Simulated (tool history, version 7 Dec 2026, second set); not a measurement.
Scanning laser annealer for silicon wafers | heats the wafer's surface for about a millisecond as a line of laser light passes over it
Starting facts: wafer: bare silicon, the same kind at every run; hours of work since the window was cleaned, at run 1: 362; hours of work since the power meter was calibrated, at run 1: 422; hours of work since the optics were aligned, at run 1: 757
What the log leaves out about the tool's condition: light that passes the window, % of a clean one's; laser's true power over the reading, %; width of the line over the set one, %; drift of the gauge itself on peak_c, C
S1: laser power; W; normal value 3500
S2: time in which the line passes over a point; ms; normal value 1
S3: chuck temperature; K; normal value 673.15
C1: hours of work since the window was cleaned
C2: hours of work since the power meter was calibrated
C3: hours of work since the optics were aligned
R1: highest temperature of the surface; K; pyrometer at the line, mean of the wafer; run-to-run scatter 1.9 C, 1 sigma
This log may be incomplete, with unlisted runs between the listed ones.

{"run": 1, "hour": 0.0, "S1": 3500, "S2": 1, "S3": 673.15, "C1": 362, "C2": 422, "C3": 757, "R1": 1443.15}
{"run": 2, "hour": 10.8, "S1": 3500, "S2": 1, "S3": 673.15, "C1": 370, "C2": 431, "C3": 766, "R1": 1449.15}
{"run": 3, "hour": 27.4, "S1": 3500, "S2": 1, "S3": 673.15, "C1": 383, "C2": 444, "C3": 779, "R1": 1446.15}
{"run": 4, "hour": 49.2, "S1": 3500, "S2": 1, "S3": 673.15, "C1": 401, "C2": 462, "C3": 796, "R1": 1441.15}
{"run": 5, "hour": 60.9, "S1": 3500, "S2": 1, "S3": 657.15, "C1": 410, "C2": 471, "C3": 806, "R1": 1428.15}
{"run": 6, "hour": 75.7, "S1": 3500, "S2": 1, "S3": 657.15, "C1": 422, "C2": 483, "C3": 817, "R1": 1426.15}
{"run": 7, "hour": 96.0, "S1": 3500, "S2": 1, "S3": 673.15, "C1": 438, "C2": 499, "C3": 833, "R1": 1441.15}
{"run": 8, "hour": 117.5, "S1": 3500, "S2": 1, "S3": 673.15, "C1": 455, "C2": 516, "C3": 850, "R1": 1443.15}
{"run": 9, "hour": 132.8, "S1": 3500, "S2": 1, "S3": 679.15, "C1": 467, "C2": 528, "C3": 863, "R1": 1448.15}
{"run": 10, "hour": 144.1, "S1": 3459, "S2": 0.94, "S3": 673.15, "C1": 476, "C2": 537, "C3": 872, "R1": 1404.15}
{"run": 11, "hour": 167.4, "S1": 3388, "S2": 0.89, "S3": 687.15, "C1": 495, "C2": 555, "C3": 890, "R1": 1386.15}
{"run": 12, "hour": 177.7, "S1": 3766, "S2": 1.22, "S3": 661.15, "C1": 503, "C2": 563, "C3": 898, "R1": 1577.15}
{"run": 13, "hour": 197.6, "S1": 3766, "S2": 1.22, "S3": 661.15, "C1": 518, "C2": 579, "C3": 914, "R1": 1578.15}
{"run": 14, "hour": 208.0, "S1": 3766, "S2": 1.22, "S3": 661.15, "C1": 527, "C2": 587, "C3": 922, "R1": 1579.15}
{"run": 15, "hour": 229.7, "S1": 3474, "S2": 1.13, "S3": 692.15, "C1": 544, "C2": 605, "C3": 940, "R1": 1509.15}

Branching from run 15: 4 alternative next runs. What would each branch give?
{"run": "A", "hour": 252.3, "S1": 3362, "S2": 0.82, "S3": 706.15, "C1": 562, "C2": 623, "C3": 957, "R1": "?"}
{"run": "B", "hour": 252.3, "S1": 3500, "S2": 1.07, "S3": 670.15, "C1": 562, "C2": 623, "C3": 957, "R1": "?"}
{"run": "C", "hour": 252.3, "S1": 3474, "S2": 0.7, "S3": 692.15, "C1": 562, "C2": 623, "C3": 957, "R1": "?"}
{"run": "D", "hour": 252.3, "S1": 3765, "S2": 0.77, "S3": 662.15, "C1": 562, "C2": 623, "C3": 957, "R1": "?"}

run=A R1=1366.15
run=B R1=1467.15
run=C R1=1312.15
run=D R1=1365.15
Stripped of hidden state, with their random variation kept, the same runs would have yielded:
run=A R1=1388.15
run=B R1=1494.15
run=C R1=1333.15
run=D R1=1389.15
